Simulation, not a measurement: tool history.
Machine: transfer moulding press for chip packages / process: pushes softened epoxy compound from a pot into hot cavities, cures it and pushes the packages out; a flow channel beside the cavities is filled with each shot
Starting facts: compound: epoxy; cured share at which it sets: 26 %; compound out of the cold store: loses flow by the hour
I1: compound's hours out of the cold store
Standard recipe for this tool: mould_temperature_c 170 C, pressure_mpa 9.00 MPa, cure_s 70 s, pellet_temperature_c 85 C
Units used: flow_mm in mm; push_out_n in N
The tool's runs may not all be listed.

run 1 hour=0.0 | mould_temperature_c=170 pressure_mpa=9.00 cure_s=70 pellet_temperature_c=85 | I1=10.4 | flow_mm=896 push_out_n=499
run 2 hour=10.8 | mould_temperature_c=170 pressure_mpa=10.04 cure_s=70 pellet_temperature_c=85 | I1=11.3 | flow_mm=931 push_out_n=575
run 3 hour=20.4 | mould_temperature_c=170 pressure_mpa=10.04 cure_s=70 pellet_temperature_c=85 | I1=26.5 | flow_mm=892 push_out_n=607
run 4 hour=26.0 | mould_temperature_c=170 pressure_mpa=10.04 cure_s=70 pellet_temperature_c=85 | I1=42.7 | flow_mm=846 push_out_n=589
run 5 hour=32.3 | mould_temperature_c=170 pressure_mpa=9.00 cure_s=70 pellet_temperature_c=85 | I1=29.9 | flow_mm=836 push_out_n=629
-- hour=37.0 cavities cleaned with cleaning compound and waxed
run 6 hour=43.2 | mould_temperature_c=170 pressure_mpa=9.00 cure_s=70 pellet_temperature_c=85 | I1=43.8 | flow_mm=791 push_out_n=393
run 7 hour=52.9 | mould_temperature_c=170 pressure_mpa=9.00 cure_s=70 pellet_temperature_c=85 | I1=14.5 | flow_mm=872 push_out_n=512
run 8 hour=57.5 | mould_temperature_c=170 pressure_mpa=9.00 cure_s=70 pellet_temperature_c=90 | I1=20.3 | flow_mm=848 push_out_n=535
run 9 hour=66.3 | mould_temperature_c=170 pressure_mpa=9.00 cure_s=70 pellet_temperature_c=85 | I1=23.7 | flow_mm=847 push_out_n=603
run 10 hour=75.2 | mould_temperature_c=170 pressure_mpa=9.00 cure_s=70 pellet_temperature_c=85 | I1=45.5 | flow_mm=788 push_out_n=585
-- hour=78.2 mould's thermocouples calibrated
run 11 hour=88.0 | mould_temperature_c=170 pressure_mpa=9.00 cure_s=70 pellet_temperature_c=85 | I1=37.0 | flow_mm=799 push_out_n=638
-- hour=91.8 cavities cleaned with cleaning compound and waxed
run 12 hour=94.5 | mould_temperature_c=170 pressure_mpa=7.72 cure_s=88 pellet_temperature_c=85 | I1=47.1 | flow_mm=718 push_out_n=273
run 13 hour=99.8 | mould_temperature_c=169 pressure_mpa=7.10 cure_s=88 pellet_temperature_c=93 | I1=10.7 | flow_mm=777 push_out_n=304
-- hour=104.4 mould's thermocouples calibrated, once more
-- hour=111.5 plunger's sealing rings changed
run 14 hour=115.1 | mould_temperature_c=169 pressure_mpa=7.10 cure_s=88 pellet_temperature_c=93 | I1=23.3 | flow_mm=792 push_out_n=385
run 15 hour=125.0 | mould_temperature_c=164 pressure_mpa=7.46 cure_s=104 pellet_temperature_c=83 | I1=40.8 | flow_mm=776 push_out_n=420
run 16 hour=135.7 | mould_temperature_c=167 pressure_mpa=7.46 cure_s=104 pellet_temperature_c=81 | I1=42.0 | flow_mm=760 push_out_n=434
run 17 hour=145.0 | mould_temperature_c=165 pressure_mpa=7.04 cure_s=70 pellet_temperature_c=85 | I1=10.9 | flow_mm=825 push_out_n=1000
-- hour=149.2 cavities cleaned with cleaning compound and waxed
run 18 hour=156.6 | mould_temperature_c=170 pressure_mpa=8.38 cure_s=60 pellet_temperature_c=85 | I1=16.1 | flow_mm=869 push_out_n=680
run 19 hour=165.9 | mould_temperature_c=170 pressure_mpa=8.38 cure_s=60 pellet_temperature_c=85 | I1=14.5 | flow_mm=875 push_out_n=746
run 20 hour=176.8 | mould_temperature_c=174 pressure_mpa=9.00 cure_s=85 pellet_temperature_c=85 | I1=12.0 | flow_mm=905 push_out_n=387

Below, some changes in flow_mm between adjacent runs. For each, the amount present without the hidden state too (settings, incoming material, random variation) and the amount remaining for the hidden state with gauge scatter not shared by both compared results:
Hidden state present: true mould temperature over the reading, C; pressure that reaches the compound, % of what is set; grip of the stained cavities, % over clean ones'; drift of the gauge itself on flow_mm, %; drift of the gauge itself on push_out_n, %.
Run 6 -> 7: nothing adjusted, nothing logged. flow_mm +81 mm: hidden state -6, all else +87.
Run 11 -> 12: pressure_mpa 9.00 -> 7.72, cure_s 70 -> 88, cavities cleaned with cleaning compound and waxed. flow_mm -81 mm: hidden state +3, all else -84.
Run 13 -> 14: mould's thermocouples calibrated, once more, plunger's sealing rings changed. flow_mm +15 mm: hidden state +46, all else -31.
